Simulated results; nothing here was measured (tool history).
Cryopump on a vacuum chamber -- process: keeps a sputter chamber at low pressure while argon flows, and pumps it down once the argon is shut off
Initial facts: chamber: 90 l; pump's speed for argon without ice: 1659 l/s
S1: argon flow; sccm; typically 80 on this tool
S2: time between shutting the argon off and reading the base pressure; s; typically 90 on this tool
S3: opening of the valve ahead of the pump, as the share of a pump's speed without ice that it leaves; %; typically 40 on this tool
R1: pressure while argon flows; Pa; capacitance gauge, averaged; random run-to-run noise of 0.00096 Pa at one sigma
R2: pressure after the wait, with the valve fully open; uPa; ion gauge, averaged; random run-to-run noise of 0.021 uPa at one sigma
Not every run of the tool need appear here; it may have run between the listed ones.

| run | hour | S1 | S2 | S3 | R1 | R2 |
|---|---|---|---|---|---|---|
| 1 | 0 | 80 | 90 | 40 | 0.2057 | 0.71 |
| 2 | 58.3 | 80 | 90 | 40 | 0.206 | 0.78 |
| 3 | 119.1 | 80 | 90 | 50 | 0.1672 | 0.82 |
| 4 | 166.7 | 80 | 90 | 40 | 0.2092 | 0.88 |
| 5 | 228.5 | 80 | 90 | 40 | 0.2102 | 0.94 |
| 6 | 307.1 | 80 | 90 | 40 | 0.2141 | 1.04 |
| 7 | 393.2 | 80 | 90 | 40 | 0.217 | 1.16 |
| 8 | 469.8 | 84 | 90 | 40 | 0.2287 | 1.23 |
| 9 | 517.4 | 84 | 90 | 40 | 0.2302 | 1.24 |
| 10 | 602.7 | 84 | 28 | 40 | 0.2333 | 1.85 |
| 11 | 649.2 | 84 | 28 | 40 | 0.2357 | 1.94 |
| 12 | 708.9 | 80 | 90 | 18 | 0.478 | 1.54 |
| 13 | 775.3 | 80 | 90 | 18 | 0.4765 | 1.66 |
| 14 | 850.8 | 80 | 90 | 18 | 0.4818 | 1.74 |
| 15 | 938.6 | 80 | 90 | 18 | 0.4891 | 1.96 |
| 16 | 982.8 | 80 | 90 | 18 | 0.4892 | 2.04 |
| 17 | 1043 | 60 | 90 | 40 | 0.1829 | 2.13 |
| 18 | 1119.3 | 33 | 42 | 29 | 0.1324 | 2.46 |
| 19 | 1188.6 | 43 | 88 | 58 | 0.0995 | 2.35 |
|  | 1212.4 | pump warmed up, emptied and cooled again |
| 20 | 1251.2 | 133 | 32 | 30 | 0.4549 | 2.21 |
| 21 | 1289.3 | 42 | 30 | 40 | 0.1088 | 2.24 |
| 22 | 1335.1 | 42 | 30 | 40 | 0.1098 | 2.31 |
| 23 | 1415.4 | 76 | 91 | 41 | 0.1959 | 1.9 |
| 24 | 1478.5 | 66 | 36 | 16 | 0.4264 | 2.35 |
| 25 | 1527.4 | 69 | 36 | 16 | 0.4427 | 2.39 |
| 26 | 1576.6 | 101 | 90 | 38 | 0.2856 | 2.2 |
| 27 | 1664.1 | 43 | 127 | 21 | 0.2161 | 2.26 |
| 28 | 1719.7 | 56 | 63 | 21 | 0.2813 | 2.51 |
| 29 | 1783 | 56 | 63 | 21 | 0.2855 | 2.67 |
| 30 | 1867.1 | 80 | 64 | 40 | 0.2252 | 2.82 |
| 31 | 1903.5 | 80 | 64 | 40 | 0.2277 | 2.81 |
| 32 | 1962.5 | 43 | 25 | 40 | 0.1235 | 3.43 |
| 33 | 2007.2 | 80 | 90 | 49 | 0.1935 | 2.96 |

Each row is a separate what-if for the run after 33, all from the same tool condition, not one after another. Results?
| A | 2076.8 | 142 | 90 | 40 | ? | ? |
| B | 2076.8 | 91 | 33 | 35 | ? | ? |
| C | 2076.8 | 80 | 210 | 33 | ? | ? |
| D | 2076.8 | 66 | 90 | 49 | ? | ? |
| E | 2076.8 | 160 | 29 | 49 | ? | ? |

| run | R1 | R2 |
|---|---|---|
| A | 0.4144 | 3.11 |
| B | 0.2982 | 3.44 |
| C | 0.2765 | 2.83 |
| D | 0.1613 | 3.12 |
| E | 0.3904 | 3.53 |
With no hidden state in the tool, these same runs would have given:
| run | R1 | R2 |
|---|---|---|
| A | 0.3623 | 0.42 |
| B | 0.265 | 0.77 |
| C | 0.2472 | 0.27 |
| D | 0.137 | 0.42 |
| E | 0.3318 | 0.85 |
